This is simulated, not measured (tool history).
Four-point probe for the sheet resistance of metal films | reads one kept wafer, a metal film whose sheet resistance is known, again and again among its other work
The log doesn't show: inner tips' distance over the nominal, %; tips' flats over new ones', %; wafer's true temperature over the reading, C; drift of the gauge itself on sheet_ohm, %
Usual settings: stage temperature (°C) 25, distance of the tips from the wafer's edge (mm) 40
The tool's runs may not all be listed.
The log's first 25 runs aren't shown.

run	hour	stage temperature (°C)	distance of the tips from the wafer's edge (mm)	touches since the probe head was changed	hours of work since the stage's thermometer was calibrated	sheet resistance as the instrument gives it (ohm/square)
26	1098.7	34	4	93855	881	8.490912
27	1144.3	34	4	95242	899	8.489827
28	1173.4	21	11	96128	911	8.538060
29	1227.0	26	3	97761	932	8.611591
30	1252.9	21	14	98550	943	8.534987
31	1300.8	21	14	100007	962	8.534994
32	1351.1	34	14	101538	983	8.424396
33	1405.0	24	8	103179	1004	8.523598
34	1436.5	24	8	104137	1017	8.523257
35	1462.8	25	67	104937	1028	8.496545
36	1504.0	25	67	106193	1044	8.496387
37	1546.3	25	67	107480	1062	8.500046
38	1606.8	25	67	109320	1086	8.495689
39	1639.7	25	67	110324	1099	8.496898
40	1694.0	22	53	111976	1121	8.525026
41	1731.3	22	53	113112	1136	8.524889

Forecast each of these 3 alternatives for the next run:
A	1757.1	19	4	113897	1147	?
B	1757.1	35	3	113897	1147	?
C	1757.1	22	18	113897	1147	?

run	sheet resistance as the instrument gives it (ohm/square)
A	8.622034
B	8.538414
C	8.528962
Without the tool's hidden state the same runs would have given:
run	sheet resistance as the instrument gives it (ohm/square)
A	8.572182
B	8.488838
C	8.479568
